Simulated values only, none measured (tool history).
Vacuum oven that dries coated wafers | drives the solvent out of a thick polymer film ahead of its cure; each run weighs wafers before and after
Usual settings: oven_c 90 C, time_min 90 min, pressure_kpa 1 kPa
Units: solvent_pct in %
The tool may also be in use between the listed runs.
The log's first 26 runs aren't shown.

Run 27, day 107.929: usual settings but oven_c 94 C, time_min 101 min, pressure_kpa 2 kPa. Result: solvent_pct 4.03 %.
Run 28, day 111.608: usual settings but oven_c 81 C, time_min 70 min, pressure_kpa 0.97 kPa. Result: solvent_pct 8.43 %.
Run 29, day 114.821: usual settings but oven_c 96 C, time_min 50 min, pressure_kpa 0.62 kPa. Result: solvent_pct 3.75 %.
Run 30, day 117.512: usual settings but oven_c 96 C, time_min 50 min, pressure_kpa 0.62 kPa. Result: solvent_pct 3.74 %.
Run 31, day 121.175: usual settings but oven_c 96 C, time_min 50 min, pressure_kpa 0.62 kPa. Result: solvent_pct 3.7 %.
Run 32, day 124.367: usual settings but oven_c 96 C, time_min 50 min, pressure_kpa 0.62 kPa. Result: solvent_pct 3.72 %.
Run 33, day 127.271: usual settings but oven_c 96 C, time_min 50 min, pressure_kpa 0.62 kPa. Result: solvent_pct 3.59 %.
Run 34, day 131.462: usual settings but oven_c 83 C, time_min 99 min, pressure_kpa 0.77 kPa. Result: solvent_pct 5.25 %.
Run 35, day 134.704: usual settings but oven_c 83 C, time_min 88 min, pressure_kpa 0.77 kPa. Result: solvent_pct 5.85 %.
Run 36, day 139.625: usual settings but oven_c 85 C, time_min 124 min, pressure_kpa 0.91 kPa. Result: solvent_pct 4.03 %.
Run 37, day 141.8: usual settings but oven_c 98 C, time_min 50 min, pressure_kpa 3.14 kPa. Result: solvent_pct 5.88 %.
Run 38, day 144.208: usual settings but oven_c 93 C, time_min 85 min, pressure_kpa 2.27 kPa. Result: solvent_pct 4.91 %.
At day 146.708: vacuum gauge cleaned of residue and calibrated.
Run 39, day 147.688: usual settings but oven_c 95 C, time_min 50 min, pressure_kpa 1.09 kPa. Result: solvent_pct 3.59 %.
Run 40, day 152.204: usual settings but oven_c 95 C. Result: solvent_pct 1.75 %.
Run 41, day 156.196: usual settings but time_min 103 min, pressure_kpa 1.51 kPa. Result: solvent_pct 3.09 %.
At day 157.475: oven's thermocouples calibrated.
Run 42, day 161.162: usual settings but oven_c 79 C, time_min 88 min, pressure_kpa 2.96 kPa. Result: solvent_pct 12.54 %.
Run 43, day 163.233: usual settings but oven_c 95 C, time_min 59 min, pressure_kpa 2.46 kPa. Result: solvent_pct 6.02 %.
Run 44, day 166.442: usual settings but time_min 121 min, pressure_kpa 3.17 kPa. Result: solvent_pct 6.74 %.
Run 45, day 169.788: usual settings but oven_c 85 C. Result: solvent_pct 5.73 %.
Run 46, day 172.533: usual settings but oven_c 89 C, time_min 47 min, pressure_kpa 2.47 kPa. Result: solvent_pct 9.65 %.
Run 47, day 174.796: usual settings but oven_c 87 C. Result: solvent_pct 4.88 %.
Run 48, day 178.267: usual settings but oven_c 87 C. Result: solvent_pct 4.76 %.

3 ways to go on from here, each from the tool as it stands after run 48. What would each give?
Run A, day 180.879: usual settings but oven_c 79 C, pressure_kpa 2.23 kPa. Result: solvent_pct ?.
Run B, day 180.879: usual settings but oven_c 88 C. Result: solvent_pct ?.
Run C, day 180.879: usual settings but oven_c 97 C. Result: solvent_pct ?.

run  solvent_pct
  A        10.72
  B          4.5
  C         2.16
Without the tool's hidden state the same runs would have given:
run  solvent_pct
  A        10.42
  B         4.24
  C         1.96
